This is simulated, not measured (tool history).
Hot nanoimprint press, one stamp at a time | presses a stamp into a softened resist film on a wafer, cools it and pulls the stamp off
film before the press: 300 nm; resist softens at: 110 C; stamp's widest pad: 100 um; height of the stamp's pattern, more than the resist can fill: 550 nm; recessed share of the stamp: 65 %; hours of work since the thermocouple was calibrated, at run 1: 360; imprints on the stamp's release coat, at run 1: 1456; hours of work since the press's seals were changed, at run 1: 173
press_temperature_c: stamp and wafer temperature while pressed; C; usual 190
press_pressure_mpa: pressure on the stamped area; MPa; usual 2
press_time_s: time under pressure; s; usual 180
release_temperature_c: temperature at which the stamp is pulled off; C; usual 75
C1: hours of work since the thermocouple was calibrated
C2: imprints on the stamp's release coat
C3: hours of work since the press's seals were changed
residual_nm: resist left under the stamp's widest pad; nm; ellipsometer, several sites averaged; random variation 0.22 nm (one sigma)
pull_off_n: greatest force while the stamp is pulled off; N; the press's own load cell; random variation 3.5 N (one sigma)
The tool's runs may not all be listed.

{"run": 1, "hour": 0.0, "press_temperature_c": 190, "press_pressure_mpa": 2, "press_time_s": 180, "release_temperature_c": 75, "C1": 360, "C2": 1456, "C3": 173, "residual_nm": 175.6, "pull_off_n": 172}
{"run": 2, "hour": 5.6, "press_temperature_c": 190, "press_pressure_mpa": 2, "press_time_s": 180, "release_temperature_c": 75, "C1": 364, "C2": 1470, "C3": 177, "residual_nm": 176, "pull_off_n": 174}
{"run": 3, "hour": 11.4, "press_temperature_c": 190, "press_pressure_mpa": 2, "press_time_s": 180, "release_temperature_c": 63, "C1": 368, "C2": 1484, "C3": 181, "residual_nm": 176.3, "pull_off_n": 205}
{"run": 4, "hour": 18.9, "press_temperature_c": 190, "press_pressure_mpa": 2, "press_time_s": 180, "release_temperature_c": 63, "C1": 374, "C2": 1503, "C3": 186, "residual_nm": 176.3, "pull_off_n": 204}
{"run": 5, "hour": 24.6, "press_temperature_c": 198, "press_pressure_mpa": 2, "press_time_s": 180, "release_temperature_c": 75, "C1": 377, "C2": 1517, "C3": 190, "residual_nm": 134.1, "pull_off_n": 165}
{"run": 6, "hour": 29.0, "press_temperature_c": 198, "press_pressure_mpa": 2, "press_time_s": 180, "release_temperature_c": 75, "C1": 381, "C2": 1528, "C3": 193, "residual_nm": 134, "pull_off_n": 168}
{"run": 7, "hour": 37.8, "press_temperature_c": 198, "press_pressure_mpa": 2, "press_time_s": 180, "release_temperature_c": 75, "C1": 387, "C2": 1550, "C3": 199, "residual_nm": 134, "pull_off_n": 171}
{"run": 8, "hour": 45.2, "press_temperature_c": 198, "press_pressure_mpa": 2, "press_time_s": 180, "release_temperature_c": 75, "C1": 392, "C2": 1568, "C3": 204, "residual_nm": 134.3, "pull_off_n": 164}
{"run": 9, "hour": 50.5, "press_temperature_c": 198, "press_pressure_mpa": 2, "press_time_s": 180, "release_temperature_c": 75, "C1": 395, "C2": 1581, "C3": 208, "residual_nm": 134.4, "pull_off_n": 168}
{"run": 10, "hour": 55.5, "press_temperature_c": 198, "press_pressure_mpa": 2, "press_time_s": 180, "release_temperature_c": 75, "C1": 399, "C2": 1594, "C3": 212, "residual_nm": 134.2, "pull_off_n": 162}
{"run": 11, "hour": 62.9, "press_temperature_c": 190, "press_pressure_mpa": 2, "press_time_s": 180, "release_temperature_c": 77, "C1": 404, "C2": 1612, "C3": 217, "residual_nm": 176.2, "pull_off_n": 163}
{"run": 12, "hour": 67.1, "press_temperature_c": 190, "press_pressure_mpa": 2, "press_time_s": 180, "release_temperature_c": 77, "C1": 407, "C2": 1622, "C3": 220, "residual_nm": 176, "pull_off_n": 157}
{"hour": 74.2, "done": "stamp cleaned and given a new release coat"}
{"run": 13, "hour": 82.6, "press_temperature_c": 190, "press_pressure_mpa": 2, "press_time_s": 175, "release_temperature_c": 77, "C1": 413, "C2": 21, "C3": 226, "residual_nm": 177.1, "pull_off_n": 156}
{"run": 14, "hour": 89.2, "press_temperature_c": 190, "press_pressure_mpa": 2.73, "press_time_s": 180, "release_temperature_c": 75, "C1": 418, "C2": 37, "C3": 231, "residual_nm": 153.5, "pull_off_n": 162}
{"run": 15, "hour": 97.8, "press_temperature_c": 190, "press_pressure_mpa": 2.73, "press_time_s": 180, "release_temperature_c": 75, "C1": 424, "C2": 58, "C3": 237, "residual_nm": 153.3, "pull_off_n": 167}
{"run": 16, "hour": 105.0, "press_temperature_c": 190, "press_pressure_mpa": 2.73, "press_time_s": 180, "release_temperature_c": 75, "C1": 429, "C2": 76, "C3": 242, "residual_nm": 153.1, "pull_off_n": 166}
{"run": 17, "hour": 110.9, "press_temperature_c": 190, "press_pressure_mpa": 2.73, "press_time_s": 180, "release_temperature_c": 75, "C1": 433, "C2": 91, "C3": 246, "residual_nm": 153.4, "pull_off_n": 161}
{"run": 18, "hour": 115.6, "press_temperature_c": 190, "press_pressure_mpa": 3.04, "press_time_s": 180, "release_temperature_c": 79, "C1": 436, "C2": 103, "C3": 249, "residual_nm": 145.7, "pull_off_n": 154}
{"run": 19, "hour": 120.7, "press_temperature_c": 190, "press_pressure_mpa": 2, "press_time_s": 106, "release_temperature_c": 68, "C1": 440, "C2": 115, "C3": 252, "residual_nm": 203.6, "pull_off_n": 191}
{"run": 20, "hour": 125.6, "press_temperature_c": 190, "press_pressure_mpa": 2, "press_time_s": 106, "release_temperature_c": 68, "C1": 443, "C2": 127, "C3": 256, "residual_nm": 203.8, "pull_off_n": 191}
{"run": 21, "hour": 134.6, "press_temperature_c": 191, "press_pressure_mpa": 2, "press_time_s": 180, "release_temperature_c": 73, "C1": 449, "C2": 150, "C3": 262, "residual_nm": 170.4, "pull_off_n": 170}
{"run": 22, "hour": 141.7, "press_temperature_c": 191, "press_pressure_mpa": 2, "press_time_s": 180, "release_temperature_c": 73, "C1": 454, "C2": 167, "C3": 267, "residual_nm": 170.5, "pull_off_n": 172}
{"run": 23, "hour": 145.8, "press_temperature_c": 200, "press_pressure_mpa": 3.15, "press_time_s": 180, "release_temperature_c": 75, "C1": 457, "C2": 177, "C3": 270, "residual_nm": 98.2, "pull_off_n": 170}
{"run": 24, "hour": 149.9, "press_temperature_c": 200, "press_pressure_mpa": 3.02, "press_time_s": 180, "release_temperature_c": 75, "C1": 460, "C2": 188, "C3": 273, "residual_nm": 100.6, "pull_off_n": 162}
{"run": 25, "hour": 158.4, "press_temperature_c": 191, "press_pressure_mpa": 2.86, "press_time_s": 313, "release_temperature_c": 76, "C1": 466, "C2": 209, "C3": 279, "residual_nm": 118.2, "pull_off_n": 166}
{"run": 26, "hour": 167.1, "press_temperature_c": 193, "press_pressure_mpa": 1.39, "press_time_s": 102, "release_temperature_c": 66, "C1": 472, "C2": 230, "C3": 285, "residual_nm": 215.7, "pull_off_n": 192}
{"run": 27, "hour": 173.6, "press_temperature_c": 189, "press_pressure_mpa": 1.39, "press_time_s": 99, "release_temperature_c": 66, "C1": 476, "C2": 246, "C3": 289, "residual_nm": 236.4, "pull_off_n": 192}
{"run": 28, "hour": 181.5, "press_temperature_c": 189, "press_pressure_mpa": 1.39, "press_time_s": 99, "release_temperature_c": 66, "C1": 482, "C2": 266, "C3": 295, "residual_nm": 236.2, "pull_off_n": 198}
{"run": 29, "hour": 190.3, "press_temperature_c": 194, "press_pressure_mpa": 1.39, "press_time_s": 99, "release_temperature_c": 66, "C1": 488, "C2": 288, "C3": 301, "residual_nm": 211.6, "pull_off_n": 191}
{"run": 30, "hour": 198.8, "press_temperature_c": 194, "press_pressure_mpa": 1.39, "press_time_s": 99, "release_temperature_c": 66, "C1": 494, "C2": 309, "C3": 306, "residual_nm": 211.8, "pull_off_n": 189}
{"run": 31, "hour": 203.5, "press_temperature_c": 194, "press_pressure_mpa": 1.39, "press_time_s": 99, "release_temperature_c": 66, "C1": 497, "C2": 320, "C3": 310, "residual_nm": 211.7, "pull_off_n": 196}

How the hidden state differs across the entries between the runs, from the last listed run before each to the first after it:
Between runs 12 and 13: stamp cleaned and given a new release coat (hour 74.2)
  grip of the stamp's worn release coat, % over a new coat's: 1.5 -> 0
